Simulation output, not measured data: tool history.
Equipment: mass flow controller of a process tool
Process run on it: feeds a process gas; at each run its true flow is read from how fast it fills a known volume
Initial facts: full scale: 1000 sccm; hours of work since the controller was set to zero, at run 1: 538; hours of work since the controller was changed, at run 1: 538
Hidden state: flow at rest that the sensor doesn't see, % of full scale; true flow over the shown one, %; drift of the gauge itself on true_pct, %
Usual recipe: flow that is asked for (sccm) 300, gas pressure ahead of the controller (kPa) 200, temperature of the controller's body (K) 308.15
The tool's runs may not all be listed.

| run | hour | flow that is asked for (sccm) | gas pressure ahead of the controller (kPa) | temperature of the controller's body (K) | hours of work since the controller was set to zero | hours of work since the controller was changed | true flow (%) |
|---|---|---|---|---|---|---|---|
| 1 | 0.0 | 300 | 200 | 308.15 | 538 | 538 | 97.40 |
| 2 | 72.9 | 300 | 200 | 308.15 | 564 | 564 | 97.59 |
| 3 | 134.3 | 300 | 200 | 308.15 | 586 | 586 | 97.69 |
| 4 | 173.1 | 300 | 200 | 308.15 | 599 | 599 | 97.54 |
| 5 | 236.7 | 300 | 200 | 308.15 | 622 | 622 | 97.59 |
| 6 | 292.9 | 300 | 191 | 308.15 | 642 | 642 | 97.68 |
| 7 | 337.9 | 924 | 200 | 308.15 | 658 | 658 | 99.17 |
| 8 | 400.7 | 300 | 200 | 308.15 | 680 | 680 | 97.72 |
| 9 | 460.2 | 300 | 200 | 308.15 | 701 | 701 | 97.70 |
| 10 | 525.1 | 300 | 200 | 308.15 | 724 | 724 | 97.78 |
| 11 | 568.2 | 300 | 200 | 308.15 | 740 | 740 | 97.84 |
| 12 | 599.0 | 300 | 200 | 308.15 | 751 | 751 | 97.87 |
| 13 | 635.7 | 300 | 200 | 308.15 | 764 | 764 | 97.75 |
| 14 | 670.0 | 273 | 200 | 308.15 | 776 | 776 | 97.78 |
| 15 | 745.3 | 273 | 200 | 308.15 | 802 | 802 | 97.77 |
| 16 | 787.8 | 273 | 200 | 308.15 | 817 | 817 | 97.81 |
| 17 | 832.6 | 300 | 200 | 310.15 | 833 | 833 | 97.51 |
| 18 | 864.1 | 300 | 200 | 310.15 | 845 | 845 | 97.68 |
| 19 | 911.1 | 129 | 201 | 304.15 | 861 | 861 | 98.43 |
| 20 | 979.4 | 129 | 201 | 304.15 | 885 | 885 | 98.51 |
| 21 | 1026.0 | 470 | 200 | 304.15 | 902 | 902 | 98.56 |
| 22 | 1072.9 | 300 | 200 | 296.15 | 919 | 919 | 98.95 |

What does the tool deliver on the next run?
| 23 | 1129.4 | 132 | 200 | 308.15 | 939 | 939 | ? |

Run 23 produced true flow (%) 98.29.
Without the tool's hidden state the same run would have given true flow (%) 96.60.
